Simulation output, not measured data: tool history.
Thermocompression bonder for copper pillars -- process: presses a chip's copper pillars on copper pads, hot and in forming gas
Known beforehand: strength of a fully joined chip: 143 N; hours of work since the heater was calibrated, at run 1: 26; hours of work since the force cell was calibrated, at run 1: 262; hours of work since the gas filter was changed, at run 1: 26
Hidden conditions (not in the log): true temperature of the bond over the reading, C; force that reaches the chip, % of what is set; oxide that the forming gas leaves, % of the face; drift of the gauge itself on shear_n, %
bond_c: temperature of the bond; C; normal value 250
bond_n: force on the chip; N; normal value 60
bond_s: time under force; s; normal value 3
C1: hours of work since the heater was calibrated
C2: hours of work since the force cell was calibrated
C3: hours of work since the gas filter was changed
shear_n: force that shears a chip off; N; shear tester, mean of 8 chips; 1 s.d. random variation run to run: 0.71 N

{"run": 1, "day": 0.0, "bond_c": 250, "bond_n": 60, "bond_s": 3, "C1": 26, "C2": 262, "C3": 26, "shear_n": 50.6}
{"run": 2, "day": 2.817, "bond_c": 250, "bond_n": 60, "bond_s": 3, "C1": 78, "C2": 314, "C3": 78, "shear_n": 49.8}
{"run": 3, "day": 4.996, "bond_c": 250, "bond_n": 60, "bond_s": 2, "C1": 118, "C2": 354, "C3": 118, "shear_n": 43.7}
{"run": 4, "day": 6.312, "bond_c": 250, "bond_n": 60, "bond_s": 2, "C1": 142, "C2": 378, "C3": 142, "shear_n": 42.6}
{"run": 5, "day": 8.296, "bond_c": 250, "bond_n": 60, "bond_s": 2, "C1": 178, "C2": 414, "C3": 178, "shear_n": 43.9}
{"run": 6, "day": 10.992, "bond_c": 250, "bond_n": 60, "bond_s": 2, "C1": 227, "C2": 463, "C3": 227, "shear_n": 43.4}
{"run": 7, "day": 12.246, "bond_c": 250, "bond_n": 60, "bond_s": 2, "C1": 250, "C2": 486, "C3": 250, "shear_n": 42.6}
{"run": 8, "day": 14.271, "bond_c": 250, "bond_n": 60, "bond_s": 2, "C1": 287, "C2": 523, "C3": 287, "shear_n": 43.3}
{"run": 9, "day": 16.925, "bond_c": 250, "bond_n": 60, "bond_s": 3, "C1": 336, "C2": 572, "C3": 336, "shear_n": 51.7}
{"run": 10, "day": 18.371, "bond_c": 250, "bond_n": 60, "bond_s": 3, "C1": 362, "C2": 598, "C3": 362, "shear_n": 49.5}
{"day": 19.467, "done": "forming gas filter changed"}
{"run": 11, "day": 21.217, "bond_c": 260, "bond_n": 59, "bond_s": 8, "C1": 414, "C2": 650, "C3": 32, "shear_n": 81.9}
{"run": 12, "day": 22.833, "bond_c": 243, "bond_n": 59, "bond_s": 8, "C1": 443, "C2": 679, "C3": 62, "shear_n": 65.8}
{"run": 13, "day": 25.192, "bond_c": 225, "bond_n": 57, "bond_s": 9, "C1": 487, "C2": 723, "C3": 105, "shear_n": 51}
{"run": 14, "day": 27.308, "bond_c": 225, "bond_n": 87, "bond_s": 9, "C1": 525, "C2": 761, "C3": 143, "shear_n": 67.2}
{"run": 15, "day": 28.858, "bond_c": 225, "bond_n": 87, "bond_s": 9, "C1": 554, "C2": 790, "C3": 172, "shear_n": 67.2}
{"run": 16, "day": 30.308, "bond_c": 238, "bond_n": 50, "bond_s": 3, "C1": 580, "C2": 816, "C3": 198, "shear_n": 36.5}

Run 17, settings as shown, results not yet in. Your forecast:
{"run": 17, "day": 32.412, "bond_c": 237, "bond_n": 37, "bond_s": 3, "C1": 619, "C2": 855, "C3": 237, "shear_n": "?"}

shear_n: 27.7 N
Take away the tool's hidden state, keep the run-to-run variation as it was, and the same run would have given shear_n 27.6 N.

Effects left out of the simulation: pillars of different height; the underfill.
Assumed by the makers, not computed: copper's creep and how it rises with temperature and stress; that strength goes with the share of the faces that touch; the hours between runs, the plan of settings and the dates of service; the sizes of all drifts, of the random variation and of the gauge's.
